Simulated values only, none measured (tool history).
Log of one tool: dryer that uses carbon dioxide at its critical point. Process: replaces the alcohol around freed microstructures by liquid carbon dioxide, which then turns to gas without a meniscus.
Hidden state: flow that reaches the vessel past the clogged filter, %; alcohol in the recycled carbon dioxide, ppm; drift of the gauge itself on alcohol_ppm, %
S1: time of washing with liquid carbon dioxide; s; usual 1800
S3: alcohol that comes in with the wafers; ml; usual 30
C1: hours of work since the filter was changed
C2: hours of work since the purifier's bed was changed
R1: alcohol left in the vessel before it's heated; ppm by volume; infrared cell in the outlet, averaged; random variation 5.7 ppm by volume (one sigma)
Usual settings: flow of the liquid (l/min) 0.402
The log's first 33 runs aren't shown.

run 34 hour=294.2 | S1=1200 flow_of_the_liquid_(l/min)=0.355 S3=88 | C1=165 C2=152 | R1=3736
run 35 hour=302.8 | S1=1200 flow_of_the_liquid_(l/min)=0.355 S3=88 | C1=169 C2=155 | R1=3823
run 36 hour=311.7 | S1=1860 flow_of_the_liquid_(l/min)=0.265 S3=88 | C1=172 C2=159 | R1=2802
run 37 hour=318.8 | S1=1860 flow_of_the_liquid_(l/min)=0.265 S3=88 | C1=175 C2=162 | R1=2707
run 38 hour=330.3 | S1=1620 flow_of_the_liquid_(l/min)=0.346 S3=70 | C1=180 C2=167 | R1=1458
run 39 hour=338.0 | S1=1620 flow_of_the_liquid_(l/min)=0.346 S3=40 | C1=183 C2=170 | R1=826
run 40 hour=349.1 | S1=1620 flow_of_the_liquid_(l/min)=0.346 S3=40 | C1=187 C2=174 | R1=828
run 41 hour=360.2 | S1=2220 flow_of_the_liquid_(l/min)=0.402 S3=108 | C1=192 C2=179 | R1=334
run 42 hour=368.5 | S1=2220 flow_of_the_liquid_(l/min)=0.402 S3=108 | C1=195 C2=182 | R1=330
run 43 hour=379.7 | S1=2220 flow_of_the_liquid_(l/min)=0.402 S3=108 | C1=200 C2=187 | R1=342
run 44 hour=390.4 | S1=2220 flow_of_the_liquid_(l/min)=0.431 S3=27 | C1=204 C2=191 | R1=77
run 45 hour=395.7 | S1=1860 flow_of_the_liquid_(l/min)=0.402 S3=86 | C1=206 C2=193 | R1=606
run 46 hour=406.2 | S1=1860 flow_of_the_liquid_(l/min)=0.402 S3=86 | C1=210 C2=197 | R1=600
run 47 hour=417.0 | S1=2820 flow_of_the_liquid_(l/min)=0.320 S3=28 | C1=215 C2=202 | R1=109

Forecast each of these 3 alternatives for the next run:
run A hour=427.9 | S1=1860 flow_of_the_liquid_(l/min)=0.320 S3=28 | C1=219 C2=206 | R1=?
run B hour=427.9 | S1=2820 flow_of_the_liquid_(l/min)=0.320 S3=116 | C1=219 C2=206 | R1=?
run C hour=427.9 | S1=1800 flow_of_the_liquid_(l/min)=0.422 S3=30 | C1=219 C2=206 | R1=?

run=A R1=518
run=B R1=374
run=C R1=207
Without the tool's hidden state the same runs would have given:
run=A R1=400
run=B R1=252
run=C R1=144

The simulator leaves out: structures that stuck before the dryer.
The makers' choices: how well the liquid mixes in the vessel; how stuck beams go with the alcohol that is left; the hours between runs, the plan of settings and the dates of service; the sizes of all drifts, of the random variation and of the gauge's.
